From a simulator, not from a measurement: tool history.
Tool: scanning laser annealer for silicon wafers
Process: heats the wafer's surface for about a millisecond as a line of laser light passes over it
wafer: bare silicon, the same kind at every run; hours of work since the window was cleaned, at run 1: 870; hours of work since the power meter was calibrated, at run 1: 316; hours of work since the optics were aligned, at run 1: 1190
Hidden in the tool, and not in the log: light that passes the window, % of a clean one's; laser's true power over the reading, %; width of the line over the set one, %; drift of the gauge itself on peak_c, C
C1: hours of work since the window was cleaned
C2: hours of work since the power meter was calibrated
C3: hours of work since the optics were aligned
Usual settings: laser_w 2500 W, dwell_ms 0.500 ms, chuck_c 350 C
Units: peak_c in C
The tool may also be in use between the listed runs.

{"run": 1, "hour": 0.0, "laser_w": 2500, "dwell_ms": 0.5, "chuck_c": 350, "C1": 870, "C2": 316, "C3": 1190, "peak_c": 1152}
{"run": 2, "hour": 16.6, "laser_w": 2500, "dwell_ms": 0.5, "chuck_c": 350, "C1": 877, "C2": 323, "C3": 1197, "peak_c": 1155}
{"run": 3, "hour": 32.1, "laser_w": 2500, "dwell_ms": 0.5, "chuck_c": 328, "C1": 883, "C2": 330, "C3": 1203, "peak_c": 1132}
{"run": 4, "hour": 45.4, "laser_w": 2500, "dwell_ms": 0.5, "chuck_c": 328, "C1": 889, "C2": 336, "C3": 1209, "peak_c": 1127}
{"run": 5, "hour": 62.5, "laser_w": 2500, "dwell_ms": 0.5, "chuck_c": 328, "C1": 896, "C2": 343, "C3": 1216, "peak_c": 1132}
{"run": 6, "hour": 75.8, "laser_w": 2500, "dwell_ms": 0.5, "chuck_c": 328, "C1": 902, "C2": 349, "C3": 1222, "peak_c": 1129}
{"run": 7, "hour": 88.7, "laser_w": 2500, "dwell_ms": 0.5, "chuck_c": 328, "C1": 907, "C2": 354, "C3": 1227, "peak_c": 1130}
{"run": 8, "hour": 105.8, "laser_w": 2500, "dwell_ms": 0.5, "chuck_c": 328, "C1": 915, "C2": 361, "C3": 1235, "peak_c": 1128}
{"hour": 126.1, "done": "optics aligned, line set to its width"}
{"run": 9, "hour": 127.5, "laser_w": 2500, "dwell_ms": 0.5, "chuck_c": 328, "C1": 922, "C2": 369, "C3": 1, "peak_c": 1150}
{"run": 10, "hour": 136.4, "laser_w": 2500, "dwell_ms": 0.5, "chuck_c": 328, "C1": 926, "C2": 372, "C3": 4, "peak_c": 1148}
{"run": 11, "hour": 154.9, "laser_w": 2398, "dwell_ms": 0.5, "chuck_c": 350, "C1": 934, "C2": 380, "C3": 12, "peak_c": 1135}
{"hour": 159.9, "done": "window over the wafer cleaned"}
{"run": 12, "hour": 174.7, "laser_w": 2500, "dwell_ms": 0.5, "chuck_c": 350, "C1": 6, "C2": 388, "C3": 20, "peak_c": 1188}
{"run": 13, "hour": 189.1, "laser_w": 2500, "dwell_ms": 0.5, "chuck_c": 350, "C1": 12, "C2": 394, "C3": 26, "peak_c": 1187}
{"run": 14, "hour": 198.0, "laser_w": 2500, "dwell_ms": 0.402, "chuck_c": 350, "C1": 16, "C2": 398, "C3": 30, "peak_c": 1090}
{"run": 15, "hour": 212.8, "laser_w": 2500, "dwell_ms": 0.402, "chuck_c": 350, "C1": 23, "C2": 404, "C3": 36, "peak_c": 1089}
{"run": 16, "hour": 223.2, "laser_w": 2500, "dwell_ms": 0.364, "chuck_c": 350, "C1": 27, "C2": 409, "C3": 41, "peak_c": 1052}
{"run": 17, "hour": 236.5, "laser_w": 2451, "dwell_ms": 0.5, "chuck_c": 350, "C1": 33, "C2": 414, "C3": 46, "peak_c": 1167}
{"run": 18, "hour": 245.4, "laser_w": 2500, "dwell_ms": 0.5, "chuck_c": 361, "C1": 36, "C2": 418, "C3": 50, "peak_c": 1204}
{"run": 19, "hour": 259.9, "laser_w": 2500, "dwell_ms": 0.5, "chuck_c": 345, "C1": 43, "C2": 424, "C3": 56, "peak_c": 1180}
{"run": 20, "hour": 270.0, "laser_w": 2500, "dwell_ms": 0.415, "chuck_c": 345, "C1": 47, "C2": 428, "C3": 61, "peak_c": 1098}
{"run": 21, "hour": 279.1, "laser_w": 2300, "dwell_ms": 0.5, "chuck_c": 350, "C1": 51, "C2": 432, "C3": 64, "peak_c": 1113}
{"run": 22, "hour": 296.8, "laser_w": 2675, "dwell_ms": 0.5, "chuck_c": 350, "C1": 58, "C2": 440, "C3": 72, "peak_c": 1253}
{"run": 23, "hour": 313.5, "laser_w": 2675, "dwell_ms": 0.5, "chuck_c": 350, "C1": 66, "C2": 447, "C3": 79, "peak_c": 1250}
{"run": 24, "hour": 327.0, "laser_w": 2675, "dwell_ms": 0.5, "chuck_c": 350, "C1": 71, "C2": 453, "C3": 85, "peak_c": 1249}
{"run": 25, "hour": 337.4, "laser_w": 2500, "dwell_ms": 0.5, "chuck_c": 367, "C1": 76, "C2": 457, "C3": 89, "peak_c": 1203}
{"run": 26, "hour": 346.9, "laser_w": 2500, "dwell_ms": 0.5, "chuck_c": 352, "C1": 80, "C2": 461, "C3": 93, "peak_c": 1190}
{"run": 27, "hour": 363.9, "laser_w": 2203, "dwell_ms": 0.56, "chuck_c": 330, "C1": 87, "C2": 469, "C3": 101, "peak_c": 1102}
{"run": 28, "hour": 377.3, "laser_w": 2203, "dwell_ms": 0.56, "chuck_c": 330, "C1": 93, "C2": 474, "C3": 106, "peak_c": 1098}
{"run": 29, "hour": 391.8, "laser_w": 2203, "dwell_ms": 0.56, "chuck_c": 330, "C1": 99, "C2": 480, "C3": 113, "peak_c": 1102}
{"run": 30, "hour": 401.1, "laser_w": 2500, "dwell_ms": 0.514, "chuck_c": 350, "C1": 103, "C2": 484, "C3": 117, "peak_c": 1197}
{"run": 31, "hour": 413.4, "laser_w": 2500, "dwell_ms": 0.514, "chuck_c": 350, "C1": 108, "C2": 490, "C3": 122, "peak_c": 1199}
{"run": 32, "hour": 424.7, "laser_w": 2745, "dwell_ms": 0.5, "chuck_c": 314, "C1": 113, "C2": 495, "C3": 127, "peak_c": 1240}
{"run": 33, "hour": 436.2, "laser_w": 2745, "dwell_ms": 0.5, "chuck_c": 314, "C1": 118, "C2": 499, "C3": 132, "peak_c": 1241}
{"run": 34, "hour": 454.2, "laser_w": 2397, "dwell_ms": 0.589, "chuck_c": 340, "C1": 126, "C2": 507, "C3": 139, "peak_c": 1212}
{"run": 35, "hour": 464.0, "laser_w": 2397, "dwell_ms": 0.429, "chuck_c": 383, "C1": 130, "C2": 511, "C3": 143, "peak_c": 1115}
{"run": 36, "hour": 481.1, "laser_w": 2397, "dwell_ms": 0.429, "chuck_c": 383, "C1": 137, "C2": 519, "C3": 151, "peak_c": 1113}
{"run": 37, "hour": 494.1, "laser_w": 2397, "dwell_ms": 0.429, "chuck_c": 383, "C1": 143, "C2": 524, "C3": 156, "peak_c": 1111}
{"run": 38, "hour": 508.4, "laser_w": 2362, "dwell_ms": 0.357, "chuck_c": 345, "C1": 149, "C2": 530, "C3": 162, "peak_c": 990}
{"run": 39, "hour": 523.8, "laser_w": 2379, "dwell_ms": 0.505, "chuck_c": 364, "C1": 155, "C2": 537, "C3": 169, "peak_c": 1156}
{"run": 40, "hour": 531.8, "laser_w": 2484, "dwell_ms": 0.562, "chuck_c": 332, "C1": 159, "C2": 540, "C3": 172, "peak_c": 1213}
{"run": 41, "hour": 548.2, "laser_w": 2313, "dwell_ms": 0.381, "chuck_c": 353, "C1": 166, "C2": 547, "C3": 179, "peak_c": 1008}

Forecast each of these 3 alternatives for the next run:
{"run": "A", "hour": 556.2, "laser_w": 2626, "dwell_ms": 0.381, "chuck_c": 310, "C1": 169, "C2": 551, "C3": 183, "peak_c": "?"}
{"run": "B", "hour": 556.2, "laser_w": 2386, "dwell_ms": 0.5, "chuck_c": 363, "C1": 169, "C2": 551, "C3": 183, "peak_c": "?"}
{"run": "C", "hour": 556.2, "laser_w": 2313, "dwell_ms": 0.363, "chuck_c": 353, "C1": 169, "C2": 551, "C3": 183, "peak_c": "?"}

run=A peak_c=1063
run=B peak_c=1152
run=C peak_c=988
Without the tool's hidden state the same runs would have given:
run=A peak_c=1071
run=B peak_c=1161
run=C peak_c=995

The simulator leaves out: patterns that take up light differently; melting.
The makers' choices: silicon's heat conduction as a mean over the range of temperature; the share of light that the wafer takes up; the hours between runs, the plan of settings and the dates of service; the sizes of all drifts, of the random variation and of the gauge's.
